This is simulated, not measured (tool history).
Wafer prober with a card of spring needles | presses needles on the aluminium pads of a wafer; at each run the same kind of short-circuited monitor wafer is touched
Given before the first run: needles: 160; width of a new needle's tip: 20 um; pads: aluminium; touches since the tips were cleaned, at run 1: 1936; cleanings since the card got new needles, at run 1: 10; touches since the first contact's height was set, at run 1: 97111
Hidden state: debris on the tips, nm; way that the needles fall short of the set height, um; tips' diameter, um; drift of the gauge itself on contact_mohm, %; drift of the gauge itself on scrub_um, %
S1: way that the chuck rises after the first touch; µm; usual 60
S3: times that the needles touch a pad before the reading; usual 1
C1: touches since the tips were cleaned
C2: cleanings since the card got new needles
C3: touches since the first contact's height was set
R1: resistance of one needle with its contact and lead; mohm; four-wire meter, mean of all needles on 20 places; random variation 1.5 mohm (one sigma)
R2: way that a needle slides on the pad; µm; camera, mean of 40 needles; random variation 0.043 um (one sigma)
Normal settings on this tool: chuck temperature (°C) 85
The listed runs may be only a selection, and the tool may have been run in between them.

Run 1, hour 0.0: usual settings; C1 1936; C2 10; C3 97111. Result: R1 133 mohm, R2 15.36 µm.
At hour 25.5: tips cleaned on abrasive film.
Run 2, hour 46.3: usual settings; C1 5884; C2 11; C3 110179. Result: R1 133 mohm, R2 15.50 µm.
At hour 56.9: tips cleaned on abrasive film.
Run 3, hour 66.4: usual settings; C1 2698; C2 12; C3 115849. Result: R1 132 mohm, R2 15.37 µm.
At hour 88.6: tips cleaned on abrasive film.
Run 4, hour 98.1: usual settings; C1 2686; C2 13; C3 124777. Result: R1 133 mohm, R2 15.39 µm.
At hour 100.4: height of the first contact set anew.
At hour 123.1: tips cleaned on abrasive film.
Run 5, hour 128.9: usual settings but chuck temperature (°C) 79; C1 1660; C2 14; C3 8048. Result: R1 132 mohm, R2 15.48 µm.
At hour 155.7: tips cleaned on abrasive film.
Run 6, hour 161.0: usual settings but chuck temperature (°C) 79; C1 1496; C2 15; C3 17105. Result: R1 130 mohm, R2 15.34 µm.
At hour 187.5: tips cleaned on abrasive film.
Run 7, hour 204.6: usual settings but chuck temperature (°C) 79; C1 4844; C2 16; C3 29413. Result: R1 132 mohm, R2 15.43 µm.
At hour 218.3: tips cleaned on abrasive film.
Run 8, hour 247.5: usual settings; C1 8276; C2 17; C3 41525. Result: R1 131 mohm, R2 15.47 µm.
At hour 251.0: tips cleaned on abrasive film.
Run 9, hour 269.0: usual settings; C1 5092; C2 18; C3 47581. Result: R1 134 mohm, R2 15.41 µm.
At hour 284.0: tips cleaned on abrasive film.
Run 10, hour 296.1: usual settings; C1 3411; C2 19; C3 55209. Result: R1 129 mohm, R2 15.53 µm.
At hour 317.0: tips cleaned on abrasive film.
Run 11, hour 325.8: usual settings but chuck temperature (°C) 123; C1 2498; C2 20; C3 63595. Result: R1 140 mohm, R2 15.43 µm.
At hour 349.5: tips cleaned on abrasive film.
Run 12, hour 360.4: usual settings but chuck temperature (°C) 123; C1 3083; C2 21; C3 73364. Result: R1 139 mohm, R2 15.43 µm.
At hour 381.4: tips cleaned on abrasive film.
Run 13, hour 384.9: usual settings; C1 1006; C2 22; C3 80281. Result: R1 131 mohm, R2 15.56 µm.
Run 14, hour 411.7: usual settings; C1 8570; C2 22; C3 87845. Result: R1 132 mohm, R2 15.49 µm.
At hour 413.9: tips cleaned on abrasive film.
Run 15, hour 432.2: usual settings; C1 5179; C2 23; C3 93630. Result: R1 133 mohm, R2 15.50 µm.
At hour 444.8: tips cleaned on abrasive film.
Run 16, hour 473.6: usual settings; C1 8149; C2 24; C3 105305. Result: R1 130 mohm, R2 15.52 µm.
At hour 476.9: tips cleaned on abrasive film.
Run 17, hour 497.2: usual settings but S1 40 µm, chuck temperature (°C) 50; C1 5761; C2 25; C3 111972. Result: R1 136 mohm, R2 10.37 µm.
At hour 509.6: tips cleaned on abrasive film.
Run 18, hour 516.3: usual settings but S1 63 µm, chuck temperature (°C) 50, S3 2; C1 1870; C2 26; C3 117332. Result: R1 124 mohm, R2 16.25 µm.
At hour 541.2: tips cleaned on abrasive film.
Run 19, hour 541.7: usual settings but S1 63 µm, chuck temperature (°C) 50, S3 2; C1 153; C2 27; C3 124514. Result: R1 127 mohm, R2 16.25 µm.
At hour 544.2: height of the first contact set anew.
Run 20, hour 566.8: usual settings but S1 63 µm, chuck temperature (°C) 120; C1 7176; C2 27; C3 6403. Result: R1 136 mohm, R2 16.23 µm.
At hour 574.9: tips cleaned on abrasive film.
At hour 607.5: tips cleaned on abrasive film.
Run 21, hour 612.5: usual settings but S1 42 µm, chuck temperature (°C) 122, S3 2; C1 1408; C2 29; C3 19266. Result: R1 147 mohm, R2 10.87 µm.
At hour 638.4: tips cleaned on abrasive film.
Run 22, hour 638.4: usual settings but S1 73 µm, chuck temperature (°C) 82, S3 3; C1 0; C2 30; C3 26572. Result: R1 129 mohm, R2 18.82 µm.
Run 23, hour 668.3: usual settings but chuck temperature (°C) 40, S3 2; C1 8454; C2 30; C3 35026. Result: R1 124 mohm, R2 15.38 µm.
At hour 671.0: tips cleaned on abrasive film.
Run 24, hour 700.0: usual settings but S1 79 µm, chuck temperature (°C) 75, S3 3; C1 8217; C2 31; C3 43981. Result: R1 125 mohm, R2 20.33 µm.
At hour 703.6: tips cleaned on abrasive film.
At hour 735.2: tips cleaned on abrasive film.
Run 25, hour 739.8: usual settings but S1 79 µm, chuck temperature (°C) 75, S3 3; C1 1298; C2 33; C3 55173. Result: R1 128 mohm, R2 20.39 µm.
Run 26, hour 764.4: usual settings but S1 78 µm, chuck temperature (°C) 27, S3 2; C1 8259; C2 33; C3 62134. Result: R1 119 mohm, R2 20.01 µm.
At hour 767.3: tips cleaned on abrasive film.
At hour 798.0: tips cleaned on abrasive film.
Run 27, hour 798.0: usual settings but chuck temperature (°C) 86, S3 2; C1 0; C2 35; C3 71602. Result: R1 132 mohm, R2 15.52 µm.
At hour 828.9: tips cleaned on abrasive film.
Run 28, hour 838.6: usual settings but S1 72 µm, chuck temperature (°C) 59; C1 2739; C2 36; C3 83060. Result: R1 128 mohm, R2 18.46 µm.
At hour 860.1: tips cleaned on abrasive film.
Run 29, hour 884.9: usual settings but S1 72 µm, chuck temperature (°C) 59; C1 7034; C2 37; C3 96148. Result: R1 125 mohm, R2 18.56 µm.

Branching from run 29: 5 alternative next runs. What would each branch give?
At hour 892.4: tips cleaned on abrasive film.
Run A, hour 911.8: usual settings but S1 68 µm, chuck temperature (°C) 59; C1 5493; C2 38; C3 103725. Result: R1 ?, R2 ?.
At hour 892.4: tips cleaned on abrasive film.
Run B, hour 911.8: usual settings but S1 56 µm, chuck temperature (°C) 99; C1 5493; C2 38; C3 103725. Result: R1 ?, R2 ?.
At hour 892.4: tips cleaned on abrasive film.
Run C, hour 911.8: usual settings but S1 72 µm, chuck temperature (°C) 32; C1 5493; C2 38; C3 103725. Result: R1 ?, R2 ?.
At hour 892.4: tips cleaned on abrasive film.
Run D, hour 911.8: usual settings but S1 63 µm, chuck temperature (°C) 98, S3 2; C1 5493; C2 38; C3 103725. Result: R1 ?, R2 ?.
At hour 892.4: tips cleaned on abrasive film.
Run E, hour 911.8: usual settings but S1 42 µm, chuck temperature (°C) 59, S3 2; C1 5493; C2 38; C3 103725. Result: R1 ?, R2 ?.

run   R1     R2
  A  126  17.51
  B  135  14.44
  C  124  18.56
  D  130  16.23
  E  137  10.81
Stripped of hidden state, with their random variation kept, the same runs would have yielded:
run   R1     R2
  A  126  17.51
  B  135  14.44
  C  124  18.56
  D  130  16.23
  E  137  10.81
